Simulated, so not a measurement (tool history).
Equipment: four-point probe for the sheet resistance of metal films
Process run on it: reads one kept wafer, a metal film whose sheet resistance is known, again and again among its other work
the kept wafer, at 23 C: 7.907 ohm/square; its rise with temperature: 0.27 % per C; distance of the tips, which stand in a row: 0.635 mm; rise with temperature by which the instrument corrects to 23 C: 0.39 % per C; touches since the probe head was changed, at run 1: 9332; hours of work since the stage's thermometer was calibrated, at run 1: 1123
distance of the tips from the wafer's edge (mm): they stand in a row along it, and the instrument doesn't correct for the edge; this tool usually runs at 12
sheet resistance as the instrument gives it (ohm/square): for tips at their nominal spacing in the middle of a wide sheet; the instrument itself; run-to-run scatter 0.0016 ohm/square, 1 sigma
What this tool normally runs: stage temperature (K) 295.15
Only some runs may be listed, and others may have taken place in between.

run    hour  stage temperature (K)  distance of the tips from the wafer's edge (mm)  touches since the probe head was changed  hours of work since the stage's thermometer was calibrated  sheet resistance as the instrument gives it (ohm/square)
  1       0                 295.15                                               12                                      9332                                                        1123                                                   7.92614
  2    38.9                 295.15                                               12                                      9908                                                        1146                                                  7.929962
  3    86.9                 295.15                                               12                                     10618                                                        1174                                                  7.927411
  4   113.4                 295.15                                               12                                     11011                                                        1190                                                  7.930205
  5   158.6                 295.15                                               12                                     11680                                                        1217                                                  7.927208
  6   208.5                 295.15                                               12                                     12418                                                        1247                                                  7.928304
  7   240.9                 293.15                                               12                                     12898                                                        1266                                                  7.947635
  8   264.1                 305.15                                               12                                     13241                                                        1280                                                  7.832802
  9   294.3                 305.15                                               12                                     13688                                                        1298                                                  7.832652
 10     328                 305.15                                               12                                     14187                                                        1318                                                  7.834848
 11   350.5                 305.15                                               12                                     14521                                                        1331                                                  7.837549
 12   394.3                 295.15                                               10                                     15169                                                        1357                                                  7.935218
 13   442.8                 295.15                                               10                                     15887                                                        1386                                                  7.934361
 14   490.6                 295.15                                               10                                     16593                                                        1415                                                  7.935956
 15   524.3                 305.15                                               12                                     17093                                                        1435                                                  7.832024
 16   566.1                 305.15                                               12                                     17712                                                        1459                                                  7.835443
 17   615.1                 295.15                                               12                                     18437                                                        1489                                                  7.927921
 18   636.4                 291.15                                               12                                     18752                                                        1501                                                   7.96757
 19   675.4                 291.15                                               12                                     19329                                                        1524                                                  7.967407
 20   703.2                 295.15                                                9                                     19741                                                        1541                                                  7.937889
 21   740.4                 295.15                                               51                                     20291                                                        1563                                                  7.917088
 22   787.8                 295.15                                               71                                     20993                                                        1591                                                  7.917063
 23   835.1                 299.15                                               12                                     21693                                                        1620                                                    7.8906
 24   870.7                 291.15                                                9                                     22221                                                        1641                                                  7.981235
 25   914.8                 301.15                                               66                                     22874                                                        1667                                                  7.857817
 26   938.6                 292.15                                               55                                     23226                                                        1681                                                  7.946393
 27   983.4                 292.15                                               33                                     23889                                                        1708                                                  7.946394
 28  1029.1                 293.15                                               67                                     24566                                                        1735                                                   7.93669
 29  1064.4                 306.15                                               12                                     25087                                                        1756                                                  7.823244
 30  1108.2                 293.15                                               11                                     25735                                                        1782                                                  7.950564
 31  1154.3                 302.15                                                4                                     26419                                                        1809                                                  7.953655
 32  1176.4                 297.15                                                3                                     26745                                                        1823                                                   8.08219
 33  1197.9                 295.15                                               12                                     27064                                                        1835                                                  7.927614
 34  1230.8                 301.15                                               14                                     27550                                                        1855                                                  7.867839
 35  1269.1                 304.15                                                5                                     28118                                                        1878                                                  7.901292
 36  1314.4                 304.15                                                5                                     28789                                                        1905                                                  7.894352
 37    1351                 304.15                                                5                                     29331                                                        1927                                                  7.898217
 38  1402.6                 302.15                                                6                                     30094                                                        1957                                                  7.897447
 39  1451.4                 298.15                                               35                                     30816                                                        1986                                                   7.88822
 40    1492                 298.15                                               35                                     31417                                                        2010                                                   7.88991
 41  1514.8                 298.15                                               35                                     31755                                                        2024                                                  7.886737
 42  1542.9                 298.15                                               35                                     32170                                                        2041                                                  7.888726
 43  1591.6                 300.15                                               16                                     32892                                                        2070                                                  7.875271
 44  1617.3                 300.15                                               22                                     33272                                                        2085                                                  7.870755

What if the next run were any one of these 5? Each begins from the tool's condition after run 44:
  A  1659.8                 308.15                                                7                                     33902                                                        2110                                                         ?
  B  1659.8                 300.15                                                3                                     33902                                                        2110                                                         ?
  C  1659.8                 305.15                                               22                                     33902                                                        2110                                                         ?
  D  1659.8                 305.15                                                4                                     33902                                                        2110                                                         ?
  E  1659.8                 305.15                                               22                                     33902                                                        2110                                                         ?

run  sheet resistance as the instrument gives it (ohm/square)
  A                                                  7.826381
  B                                                   8.05217
  C                                                  7.823573
  D                                                  7.928665
  E                                                  7.826373
With the hidden condition removed and each run's random variation left untouched, the same runs would have given:
run  sheet resistance as the instrument gives it (ohm/square)
  A                                                  7.826173
  B                                                  8.051954
  C                                                  7.823365
  D                                                  7.928453
  E                                                  7.826164
